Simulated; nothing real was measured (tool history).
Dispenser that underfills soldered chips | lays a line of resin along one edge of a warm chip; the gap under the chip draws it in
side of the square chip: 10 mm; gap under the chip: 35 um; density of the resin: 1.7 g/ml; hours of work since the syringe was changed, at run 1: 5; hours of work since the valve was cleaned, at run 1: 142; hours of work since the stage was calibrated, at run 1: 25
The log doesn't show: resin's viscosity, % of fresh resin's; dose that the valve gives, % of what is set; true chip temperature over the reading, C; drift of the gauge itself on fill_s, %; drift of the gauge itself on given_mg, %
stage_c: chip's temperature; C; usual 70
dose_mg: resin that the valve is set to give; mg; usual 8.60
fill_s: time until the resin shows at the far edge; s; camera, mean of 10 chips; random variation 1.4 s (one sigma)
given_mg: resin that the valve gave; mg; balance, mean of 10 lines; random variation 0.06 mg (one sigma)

| run | hour | stage_c | dose_mg | hours of work since the syringe was changed | hours of work since the valve was cleaned | hours of work since the stage was calibrated | fill_s | given_mg |
|---|---|---|---|---|---|---|---|---|
| 1 | 0.0 | 70 | 8.60 | 5 | 142 | 25 | 176.5 | 7.40 |
| 2 | 7.2 | 70 | 8.60 | 10 | 147 | 30 | 205.8 | 7.47 |
|  | 8.3 | new syringe of resin |
|  | 10.1 | dispensing valve cleaned and set on the balance |
| 3 | 16.5 | 70 | 8.60 | 5 | 4 | 35 | 166.9 | 8.57 |
|  | 24.9 | new syringe of resin |
| 4 | 24.9 | 70 | 7.62 | 0 | 10 | 41 | 140.8 | 7.58 |
| 5 | 33.0 | 70 | 7.62 | 6 | 16 | 46 | 174.4 | 7.52 |
| 6 | 38.5 | 70 | 10.82 | 9 | 19 | 50 | 186.9 | 10.67 |
|  | 41.0 | new syringe of resin |
| 7 | 46.4 | 70 | 8.60 | 4 | 25 | 55 | 159.4 | 8.39 |
| 8 | 53.4 | 67 | 8.60 | 9 | 30 | 60 | 216.4 | 8.45 |
|  | 56.8 | new syringe of resin |
| 9 | 60.5 | 70 | 8.60 | 3 | 34 | 65 | 157.0 | 8.31 |
| 10 | 66.9 | 70 | 8.60 | 7 | 39 | 69 | 179.3 | 8.29 |
|  | 72.4 | new syringe of resin |
| 11 | 73.2 | 70 | 8.60 | 1 | 43 | 74 | 144.9 | 8.34 |
| 12 | 79.2 | 70 | 8.60 | 5 | 47 | 78 | 166.8 | 8.26 |
| 13 | 84.9 | 70 | 8.60 | 9 | 51 | 82 | 189.4 | 8.31 |
|  | 88.3 | new syringe of resin |
| 14 | 90.9 | 70 | 8.60 | 2 | 55 | 86 | 151.4 | 8.21 |
| 15 | 97.9 | 59 | 8.60 | 7 | 60 | 91 | 312.5 | 8.15 |
|  | 104.5 | new syringe of resin |
| 16 | 107.4 | 70 | 10.37 | 2 | 66 | 97 | 149.2 | 9.85 |
| 17 | 114.7 | 70 | 7.92 | 7 | 71 | 102 | 185.5 | 7.43 |
|  | 120.6 | new syringe of resin |
| 18 | 123.3 | 70 | 8.60 | 2 | 77 | 108 | 153.5 | 8.02 |
| 19 | 128.4 | 77 | 9.12 | 5 | 81 | 111 | 122.8 | 8.44 |
| 20 | 133.0 | 77 | 9.12 | 9 | 84 | 114 | 133.0 | 8.57 |
|  | 136.9 | new syringe of resin |
| 21 | 138.0 | 67 | 9.76 | 1 | 87 | 118 | 169.0 | 9.06 |
| 22 | 146.8 | 80 | 10.82 | 7 | 93 | 124 | 110.0 | 9.93 |
|  | 152.7 | new syringe of resin |
| 23 | 156.0 | 73 | 7.59 | 2 | 99 | 130 | 140.7 | 7.00 |
| 24 | 164.1 | 56 | 7.59 | 8 | 105 | 136 | 418.6 | 6.90 |
|  | 168.7 | new syringe of resin |
| 25 | 171.8 | 58 | 9.97 | 2 | 110 | 141 | 291.5 | 9.15 |
| 26 | 180.3 | 59 | 8.43 | 8 | 116 | 147 | 345.8 | 7.55 |
|  | 184.7 | new syringe of resin |
| 27 | 188.4 | 59 | 8.43 | 3 | 121 | 152 | 289.6 | 7.59 |
| 28 | 193.4 | 80 | 7.80 | 6 | 125 | 155 | 115.1 | 6.97 |
| 29 | 198.6 | 61 | 10.86 | 10 | 128 | 159 | 308.2 | 9.64 |
|  | 200.8 | new syringe of resin |
| 30 | 206.1 | 61 | 9.63 | 4 | 133 | 164 | 263.1 | 8.48 |
| 31 | 209.9 | 75 | 10.60 | 6 | 136 | 167 | 135.6 | 9.39 |
|  | 216.7 | new syringe of resin |
| 32 | 217.6 | 72 | 7.30 | 1 | 141 | 172 | 148.2 | 6.48 |
| 33 | 221.4 | 63 | 7.98 | 3 | 144 | 174 | 242.3 | 6.96 |
|  | 227.9 | dispensing valve cleaned and set on the balance |
| 34 | 230.4 | 84 | 7.98 | 9 | 2 | 180 | 100.1 | 7.91 |
|  | 233.9 | new syringe of resin |
| 35 | 234.8 | 84 | 7.98 | 1 | 5 | 183 | 76.5 | 7.91 |

Some steps in fill_s between neighbouring runs. How much of each would the tool show without its hidden state too (settings, what came in, random variation), and how much is left for the hidden state, with any gauge scatter that isn't in both results?
Run 23 -> 24: stage_c 73 -> 56. fill_s +277.9 s: hidden state +98.5, all else +179.4.
Run 24 -> 25: stage_c 56 -> 58, dose_mg 7.59 -> 9.97, new syringe of resin. fill_s -127.1 s: hidden state -81.3, all else -45.8.
Run 27 -> 28: stage_c 59 -> 80, dose_mg 8.43 -> 7.80. fill_s -174.5 s: hidden state -12.5, all else -162.0.
Run 28 -> 29: stage_c 80 -> 61, dose_mg 7.80 -> 10.86. fill_s +193.1 s: hidden state +66.3, all else +126.8.
